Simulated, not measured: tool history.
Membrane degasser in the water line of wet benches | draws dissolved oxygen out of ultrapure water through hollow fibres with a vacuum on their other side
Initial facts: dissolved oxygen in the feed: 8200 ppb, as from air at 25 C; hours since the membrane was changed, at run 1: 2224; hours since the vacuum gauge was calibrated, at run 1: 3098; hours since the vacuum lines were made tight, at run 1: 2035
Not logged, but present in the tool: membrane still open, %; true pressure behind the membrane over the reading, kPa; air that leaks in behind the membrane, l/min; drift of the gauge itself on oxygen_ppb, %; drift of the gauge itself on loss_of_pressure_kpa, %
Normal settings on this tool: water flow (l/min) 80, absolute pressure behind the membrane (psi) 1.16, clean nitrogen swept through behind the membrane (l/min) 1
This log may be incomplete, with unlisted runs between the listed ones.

| run | hour | water flow (l/min) | absolute pressure behind the membrane (psi) | clean nitrogen swept through behind the membrane (l/min) | hours since the membrane was changed | hours since the vacuum gauge was calibrated | hours since the vacuum lines were made tight | dissolved oxygen in the water behind the degasser (ppb) | pressure that the water loses in the fibres (psi) |
|---|---|---|---|---|---|---|---|---|---|
| 1 | 0 | 80 | 1.16 | 1 | 2224 | 3098 | 2035 | 611 | 5.828 |
| 2 | 34.7 | 80 | 1.16 | 1 | 2259 | 3132 | 2069 | 615.3 | 5.883 |
| 3 | 70.3 | 80 | 1.16 | 1 | 2294 | 3168 | 2105 | 611.4 | 5.846 |
| 4 | 127.1 | 80 | 1.16 | 1 | 2351 | 3225 | 2162 | 600.3 | 5.833 |
| 5 | 177.8 | 80 | 1.16 | 1 | 2402 | 3276 | 2212 | 614.3 | 5.891 |
| 6 | 230.6 | 80 | 1.16 | 1 | 2455 | 3328 | 2265 | 610.9 | 5.89 |
| 7 | 297.2 | 84 | 1.16 | 1 | 2521 | 3395 | 2332 | 638.5 | 6.173 |
| 8 | 348.6 | 111 | 1.16 | 1 | 2572 | 3446 | 2383 | 754.5 | 8.173 |
| 9 | 409.6 | 111 | 1.182 | 1 | 2634 | 3507 | 2444 | 778.4 | 8.137 |
| 10 | 488 | 80 | 2.429 | 0.46 | 2712 | 3586 | 2523 | 2376.9 | 5.862 |
| 11 | 547.7 | 56 | 1.16 | 1.34 | 2772 | 3645 | 2582 | 386.6 | 4.15 |
| 12 | 590.1 | 80 | 0.982 | 1 | 2814 | 3688 | 2625 | 454.6 | 5.868 |
| 13 | 652.5 | 92 | 0.982 | 0.7 | 2876 | 3750 | 2687 | 616.9 | 6.766 |
| 14 | 725.2 | 92 | 0.982 | 0.7 | 2949 | 3823 | 2760 | 628.6 | 6.817 |
| 15 | 799 | 80 | 1.414 | 2.57 | 3023 | 3897 | 2834 | 414.7 | 5.973 |

5 options for the next run, each taken on its own from the tool as it stands now. Forecast them:
| A | 876.5 | 80 | 2.148 | 2.57 | 3100 | 3974 | 2911 | ? | ? |
| B | 876.5 | 60 | 1.16 | 0.53 | 3100 | 3974 | 2911 | ? | ? |
| C | 876.5 | 71 | 1.575 | 2.23 | 3100 | 3974 | 2911 | ? | ? |
| D | 876.5 | 75 | 1.16 | 1 | 3100 | 3974 | 2911 | ? | ? |
| E | 876.5 | 80 | 1.922 | 1 | 3100 | 3974 | 2911 | ? | ? |

| run | dissolved oxygen in the water behind the degasser (ppb) | pressure that the water loses in the fibres (psi) |
|---|---|---|
| A | 711.1 | 5.935 |
| B | 758.9 | 4.444 |
| C | 488.1 | 5.279 |
| D | 588.6 | 5.513 |
| E | 1191 | 5.923 |
With the hidden condition removed and each run's random variation left untouched, the same runs would have given:
| run | dissolved oxygen in the water behind the degasser (ppb) | pressure that the water loses in the fibres (psi) |
|---|---|---|
| A | 710.9 | 5.851 |
| B | 758.4 | 4.382 |
| C | 487.9 | 5.205 |
| D | 588.2 | 5.435 |
| E | 1190.6 | 5.839 |
